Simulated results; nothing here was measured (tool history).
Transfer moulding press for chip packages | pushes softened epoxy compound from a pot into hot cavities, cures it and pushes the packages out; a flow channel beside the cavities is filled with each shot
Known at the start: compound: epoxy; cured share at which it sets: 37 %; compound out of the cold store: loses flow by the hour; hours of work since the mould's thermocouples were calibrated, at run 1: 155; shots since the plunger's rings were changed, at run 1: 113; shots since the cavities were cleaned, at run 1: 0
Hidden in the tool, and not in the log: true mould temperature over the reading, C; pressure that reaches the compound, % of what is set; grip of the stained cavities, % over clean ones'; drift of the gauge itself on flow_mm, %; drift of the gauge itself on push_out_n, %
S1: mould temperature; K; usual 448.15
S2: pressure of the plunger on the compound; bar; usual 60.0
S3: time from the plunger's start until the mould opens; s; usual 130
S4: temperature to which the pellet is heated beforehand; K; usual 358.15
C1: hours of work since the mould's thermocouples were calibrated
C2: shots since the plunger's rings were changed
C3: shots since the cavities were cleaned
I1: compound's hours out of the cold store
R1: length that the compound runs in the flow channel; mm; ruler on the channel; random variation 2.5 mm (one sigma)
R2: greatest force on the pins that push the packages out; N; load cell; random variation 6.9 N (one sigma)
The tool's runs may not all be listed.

| run | day | S1 | S2 | S3 | S4 | C1 | C2 | C3 | I1 | R1 | R2 |
|---|---|---|---|---|---|---|---|---|---|---|---|
| 1 | 0.000 | 448.15 | 60.0 | 130 | 358.15 | 155 | 113 | 0 | 47.1 | 737 | 281 |
| 2 | 0.546 | 448.15 | 60.0 | 130 | 358.15 | 165 | 246 | 133 | 28.3 | 770 | 303 |
| 3 | 1.125 | 448.15 | 60.0 | 130 | 358.15 | 175 | 386 | 273 | 23.3 | 780 | 330 |
| 4 | 1.638 | 448.15 | 60.0 | 130 | 358.15 | 184 | 510 | 397 | 11.3 | 802 | 339 |
| 5 | 1.992 | 448.15 | 60.0 | 130 | 358.15 | 190 | 595 | 482 | 30.1 | 767 | 354 |
| 6 | 2.442 | 448.15 | 46.5 | 130 | 358.15 | 198 | 704 | 591 | 21.7 | 684 | 360 |
| 7 | 2.946 | 448.15 | 60.0 | 130 | 358.15 | 207 | 827 | 714 | 37.5 | 745 | 386 |
| 8 | 3.229 | 448.15 | 60.0 | 130 | 358.15 | 212 | 895 | 782 | 26.5 | 767 | 384 |
| 9 | 3.817 | 448.15 | 60.0 | 130 | 358.15 | 222 | 1037 | 924 | 27.0 | 758 | 390 |
| 10 | 4.333 | 448.15 | 60.0 | 130 | 363.15 | 231 | 1163 | 1050 | 26.6 | 760 | 393 |
|  | 4.521 | cavities cleaned with cleaning compound and waxed |
| 11 | 4.925 | 448.15 | 60.0 | 130 | 363.15 | 241 | 1291 | 98 | 17.7 | 778 | 309 |
| 12 | 5.488 | 448.15 | 60.0 | 130 | 363.15 | 251 | 1427 | 234 | 33.6 | 744 | 324 |
| 13 | 6.029 | 448.15 | 60.0 | 130 | 362.15 | 260 | 1558 | 365 | 26.2 | 755 | 340 |
| 14 | 6.671 | 448.15 | 60.0 | 168 | 358.15 | 272 | 1714 | 521 | 21.8 | 763 | 331 |
| 15 | 7.088 | 448.15 | 60.0 | 168 | 358.15 | 279 | 1814 | 621 | 23.1 | 763 | 334 |
| 16 | 7.408 | 449.15 | 63.4 | 148 | 364.15 | 285 | 1892 | 699 | 36.5 | 750 | 356 |
| 17 | 8.012 | 449.15 | 46.1 | 168 | 362.15 | 295 | 2039 | 846 | 38.1 | 639 | 349 |
| 18 | 8.512 | 449.15 | 46.1 | 168 | 362.15 | 304 | 2160 | 967 | 17.8 | 671 | 366 |
| 19 | 8.917 | 449.15 | 55.4 | 168 | 352.15 | 311 | 2257 | 1064 | 39.2 | 693 | 346 |
|  | 9.038 | cavities cleaned with cleaning compound and waxed |
| 20 | 9.438 | 449.15 | 55.4 | 139 | 352.15 | 319 | 2368 | 97 | 26.9 | 716 | 303 |
| 21 | 9.838 | 446.15 | 65.5 | 139 | 352.15 | 326 | 2465 | 194 | 22.9 | 796 | 321 |
| 22 | 10.288 | 448.15 | 60.0 | 112 | 362.15 | 334 | 2574 | 303 | 38.4 | 725 | 365 |
| 23 | 10.592 | 448.15 | 60.0 | 112 | 362.15 | 340 | 2648 | 377 | 19.8 | 759 | 413 |
| 24 | 11.025 | 443.15 | 62.3 | 155 | 362.15 | 347 | 2753 | 482 | 43.0 | 745 | 341 |
|  | 11.329 | plunger's sealing rings changed |
| 25 | 11.525 | 443.15 | 62.3 | 155 | 362.15 | 354 | 48 | 578 | 17.1 | 822 | 371 |
| 26 | 11.808 | 455.15 | 53.7 | 133 | 353.15 | 359 | 116 | 646 | 9.9 | 740 | 349 |
| 27 | 12.283 | 452.15 | 50.5 | 164 | 355.15 | 368 | 232 | 762 | 44.2 | 668 | 349 |

Forecast each of these 4 alternatives for the next run:
| A | 12.892 | 454.15 | 72.4 | 153 | 355.15 | 378 | 378 | 908 | 19.0 | ? | ? |
| B | 12.892 | 452.15 | 73.9 | 164 | 355.15 | 378 | 378 | 908 | 31.7 | ? | ? |
| C | 12.892 | 448.15 | 60.0 | 169 | 358.15 | 378 | 378 | 908 | 47.2 | ? | ? |
| D | 12.892 | 452.15 | 51.5 | 164 | 358.15 | 378 | 378 | 908 | 13.1 | ? | ? |

| run | R1 | R2 |
|---|---|---|
| A | 840 | 359 |
| B | 825 | 368 |
| C | 732 | 357 |
| D | 723 | 358 |
Without the tool's hidden state the same runs would have given:
| run | R1 | R2 |
|---|---|---|
| A | 848 | 258 |
| B | 833 | 265 |
| C | 739 | 258 |
| D | 730 | 259 |
